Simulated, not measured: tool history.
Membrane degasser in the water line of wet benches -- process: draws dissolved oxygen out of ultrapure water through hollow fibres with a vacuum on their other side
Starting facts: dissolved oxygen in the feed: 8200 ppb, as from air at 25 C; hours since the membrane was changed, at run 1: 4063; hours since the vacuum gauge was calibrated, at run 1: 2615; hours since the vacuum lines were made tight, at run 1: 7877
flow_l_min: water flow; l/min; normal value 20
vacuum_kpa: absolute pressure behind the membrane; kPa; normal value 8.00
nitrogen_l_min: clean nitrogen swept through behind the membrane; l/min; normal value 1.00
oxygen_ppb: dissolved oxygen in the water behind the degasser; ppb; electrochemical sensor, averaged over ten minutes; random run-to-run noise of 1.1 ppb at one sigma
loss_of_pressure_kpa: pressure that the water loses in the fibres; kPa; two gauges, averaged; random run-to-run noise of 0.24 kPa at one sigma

| run | day | flow_l_min | vacuum_kpa | nitrogen_l_min | hours since the membrane was changed | hours since the vacuum gauge was calibrated | hours since the vacuum lines were made tight | oxygen_ppb | loss_of_pressure_kpa |
|---|---|---|---|---|---|---|---|---|---|
| 1 | 0.000 | 20 | 8.00 | 1.00 | 4063 | 2615 | 7877 | 216.6 | 62.84 |
| 2 | 3.200 | 20 | 8.00 | 1.00 | 4140 | 2692 | 7954 | 217.1 | 63.14 |
| 3 | 8.575 | 17 | 8.00 | 1.00 | 4269 | 2821 | 8083 | 189.9 | 53.55 |
| 4 | 14.162 | 20 | 8.00 | 0.89 | 4403 | 2955 | 8217 | 240.5 | 63.39 |
| 5 | 20.258 | 20 | 8.00 | 1.00 | 4549 | 3101 | 8363 | 218.7 | 63.68 |
| 6 | 23.950 | 20 | 8.00 | 1.00 | 4638 | 3190 | 8452 | 219.4 | 63.13 |
| 7 | 28.712 | 20 | 8.00 | 1.00 | 4752 | 3304 | 8566 | 219.6 | 63.24 |
|  | 30.100 | seals of the vacuum lines changed |
| 8 | 33.517 | 20 | 8.00 | 1.00 | 4866 | 3418 | 82 | 216.9 | 63.36 |
| 9 | 38.412 | 20 | 8.00 | 1.00 | 4983 | 3535 | 200 | 219.2 | 63.60 |
| 10 | 43.979 | 20 | 8.00 | 1.27 | 5117 | 3669 | 333 | 176.2 | 63.62 |
| 11 | 47.425 | 20 | 8.00 | 1.27 | 5199 | 3751 | 416 | 175.8 | 62.91 |
| 12 | 53.717 | 20 | 8.00 | 1.32 | 5350 | 3902 | 567 | 169.8 | 63.52 |
| 13 | 59.321 | 20 | 8.00 | 1.32 | 5485 | 4037 | 701 | 170.6 | 63.69 |
| 14 | 62.221 | 20 | 8.00 | 1.32 | 5554 | 4107 | 771 | 170.0 | 63.92 |
| 15 | 66.121 | 19 | 8.00 | 1.00 | 5648 | 4200 | 864 | 208.6 | 60.69 |
| 16 | 69.521 | 20 | 8.00 | 1.00 | 5730 | 4282 | 946 | 217.8 | 63.96 |
| 17 | 72.533 | 20 | 8.00 | 1.00 | 5802 | 4354 | 1018 | 219.0 | 64.04 |
| 18 | 77.092 | 18 | 5.45 | 0.93 | 5911 | 4463 | 1128 | 104.0 | 57.87 |
| 19 | 79.854 | 17 | 7.52 | 1.00 | 5978 | 4530 | 1194 | 172.0 | 54.47 |
| 20 | 83.633 | 27 | 6.47 | 1.00 | 6068 | 4621 | 1285 | 203.7 | 86.57 |
|  | 84.012 | vacuum gauge calibrated |
| 21 | 88.446 | 27 | 6.47 | 1.00 | 6183 | 106 | 1400 | 197.3 | 86.10 |
| 22 | 93.233 | 27 | 6.47 | 0.43 | 6298 | 221 | 1515 | 369.5 | 86.75 |
| 23 | 95.800 | 27 | 6.47 | 0.43 | 6360 | 283 | 1576 | 371.4 | 86.34 |
| 24 | 98.558 | 20 | 7.50 | 2.97 | 6426 | 349 | 1642 | 72.9 | 64.08 |
| 25 | 102.942 | 20 | 12.74 | 2.97 | 6531 | 454 | 1748 | 157.3 | 63.84 |
| 26 | 108.488 | 14 | 12.74 | 0.48 | 6664 | 587 | 1881 | 555.8 | 44.91 |
| 27 | 113.858 | 14 | 12.74 | 0.48 | 6793 | 716 | 2010 | 558.4 | 45.30 |
| 28 | 117.133 | 21 | 8.37 | 2.36 | 6872 | 795 | 2088 | 114.0 | 67.15 |
| 29 | 120.367 | 20 | 8.00 | 0.89 | 6949 | 873 | 2166 | 238.3 | 64.69 |
| 30 | 126.142 | 20 | 8.00 | 0.89 | 7088 | 1011 | 2305 | 237.5 | 64.34 |
| 31 | 131.033 | 17 | 5.25 | 1.00 | 7205 | 1128 | 2422 | 82.1 | 54.66 |
| 32 | 133.646 | 17 | 5.25 | 1.00 | 7268 | 1191 | 2485 | 83.1 | 55.20 |

How would selected steps in oxygen_ppb from run to run divide? Give the signed amount a tool lacking its hidden state would still show from settings, what came in and random variation, and the signed amount left for the hidden state, including any gauge scatter that is not in both of the compared results.
Hidden state at play: membrane still open, %; true pressure behind the membrane over the reading, kPa; air that leaks in behind the membrane, l/min; drift of the gauge itself on oxygen_ppb, %; drift of the gauge itself on loss_of_pressure_kpa, %.
Run 19 -> 20: flow_l_min 17 -> 27, vacuum_kpa 7.52 -> 6.47. oxygen_ppb +31.7 ppb: hidden state +4.9, all else +26.8.
Run 20 -> 21: vacuum gauge calibrated. oxygen_ppb -6.4 ppb: hidden state -7.0, all else +0.6.
Run 23 -> 24: flow_l_min 27 -> 20, vacuum_kpa 6.47 -> 7.50, nitrogen_l_min 0.43 -> 2.97. oxygen_ppb -298.5 ppb: hidden state -3.9, all else -294.6.
Run 25 -> 26: flow_l_min 20 -> 14, nitrogen_l_min 2.97 -> 0.48. oxygen_ppb +398.5 ppb: hidden state +1.7, all else +396.8.
Run 27 -> 28: flow_l_min 14 -> 21, vacuum_kpa 12.74 -> 8.37, nitrogen_l_min 0.48 -> 2.36. oxygen_ppb -444.4 ppb: hidden state -1.5, all else -442.9.
